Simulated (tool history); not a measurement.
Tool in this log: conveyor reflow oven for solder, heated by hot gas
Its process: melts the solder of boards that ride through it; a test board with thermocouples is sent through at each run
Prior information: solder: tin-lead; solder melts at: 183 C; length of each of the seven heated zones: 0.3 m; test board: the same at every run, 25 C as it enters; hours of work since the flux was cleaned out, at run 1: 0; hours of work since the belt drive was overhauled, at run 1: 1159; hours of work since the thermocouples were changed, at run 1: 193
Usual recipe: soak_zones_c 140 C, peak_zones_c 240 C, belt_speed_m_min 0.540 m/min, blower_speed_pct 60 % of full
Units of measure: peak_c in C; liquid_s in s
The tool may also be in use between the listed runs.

run    hour  soak_zones_c  peak_zones_c  belt_speed_m_min  blower_speed_pct  hours of work since the flux was cleaned out  hours of work since the belt drive was overhauled  hours of work since the thermocouples were changed  peak_c  liquid_s
  1     0.0           140           240             0.540                60                                             0                                               1159                                                 193   218.3      50.3
  2    78.8           140           240             0.540                60                                            57                                               1215                                                 250   217.9      50.4
  3   158.4           140           240             0.540                60                                           114                                               1273                                                 308   217.5      50.7
      178.2  -- belt drive overhauled, speed set with a stopwatch
  4   205.1           140           240             0.540                60                                           145                                                 19                                                 338   218.8      50.0
  5   279.7           140           240             0.540                60                                           199                                                 73                                                 392   218.5      50.4
  6   317.6           140           240             0.540                60                                           226                                                101                                                 420   217.7      49.6
  7   369.7           140           240             0.499                60                                           264                                                138                                                 457   220.4      57.7
  8   408.9           140           240             0.499                60                                           292                                                166                                                 485   221.2      56.7
  9   490.2           140           240             0.499                60                                           351                                                225                                                 544   221.6      56.4
 10   541.4           140           240             0.540                60                                           388                                                262                                                 581   218.2      50.0
 11   592.1           140           240             0.540                60                                           424                                                299                                                 618   218.6      50.7
 12   645.2           126           240             0.540                60                                           463                                                337                                                 656   214.8      44.2
      655.7  -- flux residue cleaned out of gas plates and filters
 13   711.7           126           240             0.540                60                                            40                                                381                                                 700   215.5      45.0
      750.4  -- thermocouples of zones 6 and 7 changed
 14   750.4           126           249             0.540                60                                            67                                                408                                                   0   221.8      48.7
 15   812.1           126           249             0.540                60                                           111                                                452                                                  45   222.1      48.4
 16   863.2           142           243             0.522                60                                           148                                                489                                                  81   221.9      56.0
 17   924.0           142           243             0.522                60                                           192                                                533                                                 125   222.5      54.9
 18   988.6           138           240             0.466                80                                           239                                                580                                                 172   227.9      66.0
 19  1063.6           135           235             0.488                67                                           293                                                634                                                 226   218.5      56.3
 20  1127.8           135           235             0.488                67                                           339                                                680                                                 272   219.0      55.6

Run 21 comes next. What will it give?
 21  1206.8           148           236             0.493                67                                           396                                                737                                                 329       ?         ?

{"run 21": {"peak_c": 221.8, "liquid_s": 60.8}}
On a tool with no hidden condition, and with the same random variation, this run would have come out at peak_c 221.8 C, liquid_s 60.7 s.
